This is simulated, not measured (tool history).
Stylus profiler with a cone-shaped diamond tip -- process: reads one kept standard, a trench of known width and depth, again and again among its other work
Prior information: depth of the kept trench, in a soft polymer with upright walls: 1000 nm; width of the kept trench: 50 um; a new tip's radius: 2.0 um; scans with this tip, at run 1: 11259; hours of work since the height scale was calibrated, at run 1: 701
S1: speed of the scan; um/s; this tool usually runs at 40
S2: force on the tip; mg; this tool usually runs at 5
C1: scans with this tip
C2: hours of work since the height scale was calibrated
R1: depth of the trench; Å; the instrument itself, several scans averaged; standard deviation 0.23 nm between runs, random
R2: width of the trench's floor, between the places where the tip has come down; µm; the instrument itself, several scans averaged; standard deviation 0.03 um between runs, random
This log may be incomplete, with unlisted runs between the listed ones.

{"run": 1, "hour": 0.0, "S1": 40, "S2": 5, "C1": 11259, "C2": 701, "R1": 10087.1, "R2": 46.4}
{"run": 2, "hour": 112.4, "S1": 40, "S2": 5, "C1": 11670, "C2": 761, "R1": 10091.6, "R2": 46.4}
{"run": 3, "hour": 197.3, "S1": 40, "S2": 5, "C1": 11980, "C2": 806, "R1": 10090.4, "R2": 46.55}
{"run": 4, "hour": 253.7, "S1": 40, "S2": 5, "C1": 12186, "C2": 837, "R1": 10089.3, "R2": 46.45}
{"hour": 324.8, "done": "new tip fitted, height scale calibrated"}
{"run": 5, "hour": 382.6, "S1": 40, "S2": 5, "C1": 211, "C2": 31, "R1": 10087.5, "R2": 46.48}
{"run": 6, "hour": 462.9, "S1": 112, "S2": 5, "C1": 504, "C2": 74, "R1": 10086.9, "R2": 46.38}
{"run": 7, "hour": 579.2, "S1": 112, "S2": 5, "C1": 929, "C2": 136, "R1": 10086.6, "R2": 46.35}
{"run": 8, "hour": 651.3, "S1": 112, "S2": 5, "C1": 1192, "C2": 175, "R1": 10095, "R2": 46.34}
{"run": 9, "hour": 759.7, "S1": 40, "S2": 13.64, "C1": 1588, "C2": 233, "R1": 10171, "R2": 46.55}
{"run": 10, "hour": 864.5, "S1": 40, "S2": 13.64, "C1": 1971, "C2": 289, "R1": 10172, "R2": 46.51}
{"run": 11, "hour": 972.2, "S1": 40, "S2": 13.64, "C1": 2364, "C2": 347, "R1": 10175.4, "R2": 46.51}
{"run": 12, "hour": 1107.5, "S1": 40, "S2": 5, "C1": 2858, "C2": 420, "R1": 10092.9, "R2": 46.51}
{"run": 13, "hour": 1174.7, "S1": 40, "S2": 5, "C1": 3104, "C2": 456, "R1": 10091.3, "R2": 46.48}
{"run": 14, "hour": 1256.9, "S1": 40, "S2": 4.43, "C1": 3404, "C2": 500, "R1": 10079.9, "R2": 46.53}
{"run": 15, "hour": 1386.7, "S1": 86, "S2": 4.43, "C1": 3878, "C2": 569, "R1": 10084.4, "R2": 46.37}
{"run": 16, "hour": 1509.8, "S1": 86, "S2": 4.43, "C1": 4327, "C2": 635, "R1": 10079.3, "R2": 46.42}
{"run": 17, "hour": 1628.9, "S1": 40, "S2": 5, "C1": 4762, "C2": 699, "R1": 10091.7, "R2": 46.45}
{"run": 18, "hour": 1706.6, "S1": 40, "S2": 5, "C1": 5046, "C2": 741, "R1": 10089.3, "R2": 46.46}
{"run": 19, "hour": 1801.1, "S1": 92, "S2": 5, "C1": 5391, "C2": 791, "R1": 10089.5, "R2": 46.37}
{"run": 20, "hour": 1924.0, "S1": 16, "S2": 5, "C1": 5840, "C2": 857, "R1": 10087.1, "R2": 46.5}
{"run": 21, "hour": 1993.7, "S1": 40, "S2": 10.5, "C1": 6094, "C2": 895, "R1": 10144.8, "R2": 46.5}
{"hour": 2046.7, "done": "height scale calibrated on a step standard"}
{"run": 22, "hour": 2059.1, "S1": 21, "S2": 10.5, "C1": 6331, "C2": 7, "R1": 10147.9, "R2": 46.53}
{"run": 23, "hour": 2150.3, "S1": 144, "S2": 4.59, "C1": 6664, "C2": 56, "R1": 10082.4, "R2": 46.3}
{"run": 24, "hour": 2260.0, "S1": 144, "S2": 4.59, "C1": 7065, "C2": 114, "R1": 10083.1, "R2": 46.31}
{"run": 25, "hour": 2337.5, "S1": 108, "S2": 14.75, "C1": 7348, "C2": 156, "R1": 10178.8, "R2": 46.49}
{"run": 26, "hour": 2400.5, "S1": 23, "S2": 5.76, "C1": 7578, "C2": 190, "R1": 10094.4, "R2": 46.5}
{"run": 27, "hour": 2476.5, "S1": 52, "S2": 1.77, "C1": 7856, "C2": 230, "R1": 10045.4, "R2": 46.36}
{"run": 28, "hour": 2610.3, "S1": 23, "S2": 2.24, "C1": 8344, "C2": 302, "R1": 10052.5, "R2": 46.44}
{"run": 29, "hour": 2730.8, "S1": 66, "S2": 2.18, "C1": 8784, "C2": 367, "R1": 10051.9, "R2": 46.37}

What differs in the tool's unlogged condition from the final listed run ahead of each entry between runs to the first listed run following it?
Runs 4 to 5: new tip fitted, height scale calibrated (hour 324.8)
  radius of the tip, um: 2.02 -> 2; height scale over the true one, %: -0.002 -> 0
Runs 21 to 22: height scale calibrated on a step standard (hour 2046.7)
  height scale over the true one, %: -0.002 -> 0
